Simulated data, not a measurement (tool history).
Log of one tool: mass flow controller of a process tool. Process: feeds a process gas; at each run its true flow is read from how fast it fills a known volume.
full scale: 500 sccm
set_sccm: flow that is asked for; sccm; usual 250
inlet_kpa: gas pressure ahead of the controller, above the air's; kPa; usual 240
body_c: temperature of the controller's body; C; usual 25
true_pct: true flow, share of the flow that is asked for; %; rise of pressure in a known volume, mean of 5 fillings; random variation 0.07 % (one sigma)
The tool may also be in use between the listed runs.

run 1 hour=0 | set_sccm=250 inlet_kpa=240 body_c=25 | true_pct=98.49
run 2 hour=80 | set_sccm=250 inlet_kpa=240 body_c=25 | true_pct=98.72
run 3 hour=192.8 | set_sccm=250 inlet_kpa=240 body_c=25 | true_pct=98.75
run 4 hour=253.2 | set_sccm=250 inlet_kpa=196 body_c=25 | true_pct=98.45
run 5 hour=370.2 | set_sccm=250 inlet_kpa=196 body_c=25 | true_pct=98.59
run 6 hour=450.7 | set_sccm=250 inlet_kpa=196 body_c=25 | true_pct=98.71
run 7 hour=545.8 | set_sccm=250 inlet_kpa=196 body_c=25 | true_pct=98.82
run 8 hour=638.9 | set_sccm=250 inlet_kpa=196 body_c=25 | true_pct=98.96
run 9 hour=753.7 | set_sccm=250 inlet_kpa=240 body_c=23 | true_pct=99.37
run 10 hour=859.2 | set_sccm=250 inlet_kpa=240 body_c=23 | true_pct=99.24
run 11 hour=933.5 | set_sccm=250 inlet_kpa=240 body_c=23 | true_pct=99.3
run 12 hour=1030.1 | set_sccm=250 inlet_kpa=240 body_c=23 | true_pct=99.35
run 13 hour=1110.1 | set_sccm=250 inlet_kpa=240 body_c=23 | true_pct=99.55
run 14 hour=1215.8 | set_sccm=144 inlet_kpa=240 body_c=23 | true_pct=98.9
run 15 hour=1272.2 | set_sccm=144 inlet_kpa=240 body_c=23 | true_pct=98.96
run 16 hour=1343.6 | set_sccm=144 inlet_kpa=240 body_c=23 | true_pct=99.19
run 17 hour=1443.4 | set_sccm=205 inlet_kpa=240 body_c=25 | true_pct=99.49
run 18 hour=1507.4 | set_sccm=458 inlet_kpa=240 body_c=25 | true_pct=101.18
run 19 hour=1602.8 | set_sccm=458 inlet_kpa=240 body_c=25 | true_pct=101.35
run 20 hour=1705 | set_sccm=250 inlet_kpa=145 body_c=25 | true_pct=99.61
run 21 hour=1776.7 | set_sccm=250 inlet_kpa=240 body_c=25 | true_pct=100.08
run 22 hour=1888.8 | set_sccm=88 inlet_kpa=240 body_c=25 | true_pct=99.15
run 23 hour=1993.2 | set_sccm=250 inlet_kpa=240 body_c=25 | true_pct=100.28
run 24 hour=2060.5 | set_sccm=250 inlet_kpa=240 body_c=25 | true_pct=100.35
run 25 hour=2142.4 | set_sccm=123 inlet_kpa=188 body_c=33 | true_pct=99.06
run 26 hour=2204.6 | set_sccm=123 inlet_kpa=188 body_c=33 | true_pct=99.19
run 27 hour=2271.1 | set_sccm=82 inlet_kpa=229 body_c=34 | true_pct=98.99
run 28 hour=2360.9 | set_sccm=222 inlet_kpa=229 body_c=27 | true_pct=100.34
run 29 hour=2442.2 | set_sccm=222 inlet_kpa=229 body_c=27 | true_pct=100.47
run 30 hour=2495.3 | set_sccm=114 inlet_kpa=240 body_c=35 | true_pct=99.53
run 31 hour=2551.1 | set_sccm=352 inlet_kpa=159 body_c=27 | true_pct=101
run 32 hour=2609.4 | set_sccm=475 inlet_kpa=188 body_c=34 | true_pct=101.87
run 33 hour=2676.5 | set_sccm=250 inlet_kpa=146 body_c=36 | true_pct=99.99
run 34 hour=2779.5 | set_sccm=250 inlet_kpa=279 body_c=29 | true_pct=101.1
run 35 hour=2846.1 | set_sccm=250 inlet_kpa=188 body_c=36 | true_pct=100.32
run 36 hour=2951.1 | set_sccm=250 inlet_kpa=188 body_c=36 | true_pct=100.49
run 37 hour=3027.1 | set_sccm=250 inlet_kpa=188 body_c=36 | true_pct=100.67
run 38 hour=3113 | set_sccm=250 inlet_kpa=188 body_c=36 | true_pct=100.71
run 39 hour=3214.5 | set_sccm=245 inlet_kpa=240 body_c=25 | true_pct=101.29
-- hour=3233.2 gauge calibrated
run 40 hour=3319.2 | set_sccm=340 inlet_kpa=240 body_c=27 | true_pct=99.24
run 41 hour=3439.6 | set_sccm=52 inlet_kpa=168 body_c=25 | true_pct=97
run 42 hour=3503.7 | set_sccm=52 inlet_kpa=168 body_c=25 | true_pct=97.03
run 43 hour=3617.3 | set_sccm=52 inlet_kpa=168 body_c=25 | true_pct=97.2
run 44 hour=3667.6 | set_sccm=92 inlet_kpa=236 body_c=20 | true_pct=97.98
run 45 hour=3758.2 | set_sccm=250 inlet_kpa=228 body_c=35 | true_pct=98.63
run 46 hour=3862.7 | set_sccm=250 inlet_kpa=228 body_c=35 | true_pct=98.75
run 47 hour=3975.2 | set_sccm=407 inlet_kpa=268 body_c=25 | true_pct=100.33
run 48 hour=4054.1 | set_sccm=407 inlet_kpa=268 body_c=25 | true_pct=100.5

3 ways to go on from here, each from the tool as it stands after run 48. What would each give?
run A hour=4137.9 | set_sccm=92 inlet_kpa=240 body_c=29 | true_pct=?
run B hour=4137.9 | set_sccm=171 inlet_kpa=146 body_c=26 | true_pct=?
run C hour=4137.9 | set_sccm=273 inlet_kpa=232 body_c=25 | true_pct=?

run=A true_pct=98.18
run=B true_pct=98.26
run=C true_pct=99.56
Without the tool's hidden state the same runs would have given:
run=A true_pct=97.38
run=B true_pct=97.45
run=C true_pct=98.75
